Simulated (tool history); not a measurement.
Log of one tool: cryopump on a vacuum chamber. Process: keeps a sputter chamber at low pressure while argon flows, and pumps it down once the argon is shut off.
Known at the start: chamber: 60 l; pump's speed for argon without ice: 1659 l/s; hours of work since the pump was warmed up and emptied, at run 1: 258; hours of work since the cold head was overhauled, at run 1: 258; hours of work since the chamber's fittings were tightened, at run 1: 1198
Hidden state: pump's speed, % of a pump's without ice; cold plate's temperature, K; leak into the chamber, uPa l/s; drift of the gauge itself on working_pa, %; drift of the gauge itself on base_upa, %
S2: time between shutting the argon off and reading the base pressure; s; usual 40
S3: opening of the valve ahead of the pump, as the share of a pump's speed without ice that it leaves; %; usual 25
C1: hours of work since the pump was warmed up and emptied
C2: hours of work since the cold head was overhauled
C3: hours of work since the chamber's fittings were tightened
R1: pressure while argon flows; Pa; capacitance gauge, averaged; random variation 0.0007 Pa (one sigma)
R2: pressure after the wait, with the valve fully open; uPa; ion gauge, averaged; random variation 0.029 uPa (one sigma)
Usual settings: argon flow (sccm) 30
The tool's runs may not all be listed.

run 1 day=0 | argon_flow_(sccm)=30 S2=40 S3=25 | C1=258 C2=258 C3=1198 | R1=0.1279 R2=3.48
run 2 day=2.525 | argon_flow_(sccm)=30 S2=153 S3=25 | C1=293 C2=293 C3=1233 | R1=0.1298 R2=2.65
run 3 day=5.208 | argon_flow_(sccm)=14 S2=40 S3=25 | C1=330 C2=330 C3=1270 | R1=0.0609 R2=3.64
run 4 day=7.388 | argon_flow_(sccm)=14 S2=40 S3=25 | C1=360 C2=360 C3=1299 | R1=0.0602 R2=3.78
run 5 day=10.85 | argon_flow_(sccm)=14 S2=40 S3=25 | C1=407 C2=407 C3=1347 | R1=0.0614 R2=3.93
run 6 day=13.3 | argon_flow_(sccm)=14 S2=40 S3=25 | C1=440 C2=440 C3=1380 | R1=0.0602 R2=3.96
run 7 day=16.646 | argon_flow_(sccm)=14 S2=51 S3=25 | C1=486 C2=486 C3=1426 | R1=0.0629 R2=3.81
run 8 day=19.062 | argon_flow_(sccm)=14 S2=51 S3=25 | C1=519 C2=519 C3=1459 | R1=0.0621 R2=4.05
run 9 day=22.229 | argon_flow_(sccm)=14 S2=51 S3=25 | C1=562 C2=562 C3=1502 | R1=0.064 R2=4.28
run 10 day=24.408 | argon_flow_(sccm)=56 S2=51 S3=25 | C1=592 C2=592 C3=1532 | R1=0.2541 R2=4.44
run 11 day=28.283 | argon_flow_(sccm)=30 S2=40 S3=25 | C1=645 C2=645 C3=1585 | R1=0.1383 R2=4.84
-- day=31.496 pump warmed up, emptied and cooled again
run 12 day=31.8 | argon_flow_(sccm)=30 S2=40 S3=25 | C1=4 C2=691 C3=1630 | R1=0.122 R2=3.75
run 13 day=34.833 | argon_flow_(sccm)=30 S2=40 S3=25 | C1=46 C2=732 C3=1672 | R1=0.123 R2=3.85
-- day=38.475 leaking fittings of the chamber tightened, without venting
run 14 day=38.858 | argon_flow_(sccm)=30 S2=21 S3=25 | C1=100 C2=786 C3=5 | R1=0.1239 R2=2.63
run 15 day=40.971 | argon_flow_(sccm)=19 S2=210 S3=25 | C1=128 C2=815 C3=34 | R1=0.0797 R2=0.55
run 16 day=44.8 | argon_flow_(sccm)=16 S2=157 S3=50 | C1=181 C2=867 C3=86 | R1=0.0338 R2=0.75
run 17 day=48.55 | argon_flow_(sccm)=24 S2=157 S3=26 | C1=232 C2=918 C3=138 | R1=0.0979 R2=0.85
run 18 day=51.312 | argon_flow_(sccm)=17 S2=21 S3=53 | C1=270 C2=956 C3=176 | R1=0.0361 R2=2.94
run 19 day=54.629 | argon_flow_(sccm)=58 S2=60 S3=25 | C1=315 C2=1002 C3=221 | R1=0.247 R2=1.52
run 20 day=57.404 | argon_flow_(sccm)=58 S2=60 S3=25 | C1=353 C2=1040 C3=259 | R1=0.2495 R2=1.62
run 21 day=61.004 | argon_flow_(sccm)=58 S2=60 S3=25 | C1=402 C2=1089 C3=308 | R1=0.2527 R2=1.7
run 22 day=64.454 | argon_flow_(sccm)=41 S2=26 S3=33 | C1=450 C2=1136 C3=355 | R1=0.14 R2=2.95
run 23 day=67.292 | argon_flow_(sccm)=41 S2=26 S3=33 | C1=488 C2=1175 C3=394 | R1=0.1411 R2=2.92
run 24 day=69.796 | argon_flow_(sccm)=15 S2=113 S3=36 | C1=523 C2=1209 C3=428 | R1=0.0469 R2=1.61
run 25 day=73.55 | argon_flow_(sccm)=22 S2=113 S3=36 | C1=574 C2=1260 C3=480 | R1=0.0719 R2=1.7
run 26 day=75.733 | argon_flow_(sccm)=22 S2=113 S3=36 | C1=604 C2=1290 C3=510 | R1=0.0718 R2=1.88
run 27 day=78.142 | argon_flow_(sccm)=55 S2=113 S3=19 | C1=637 C2=1323 C3=542 | R1=0.3216 R2=1.91

Some steps in R1 between neighbouring runs. How much of each would the tool show without its hidden state too (settings, what came in, random variation), and how much is left for the hidden state, with any gauge scatter that isn't in both results?
Run 9 -> 10: argon flow (sccm) 14 -> 56. R1 +0.1901 Pa: hidden state +0.0202, all else +0.1699.
Run 18 -> 19: argon flow (sccm) 17 -> 58, S2 21 -> 60, S3 53 -> 25. R1 +0.2109 Pa: hidden state +0.0094, all else +0.2015.
Run 26 -> 27: argon flow (sccm) 22 -> 55, S3 36 -> 19. R1 +0.2498 Pa: hidden state +0.0172, all else +0.2326.

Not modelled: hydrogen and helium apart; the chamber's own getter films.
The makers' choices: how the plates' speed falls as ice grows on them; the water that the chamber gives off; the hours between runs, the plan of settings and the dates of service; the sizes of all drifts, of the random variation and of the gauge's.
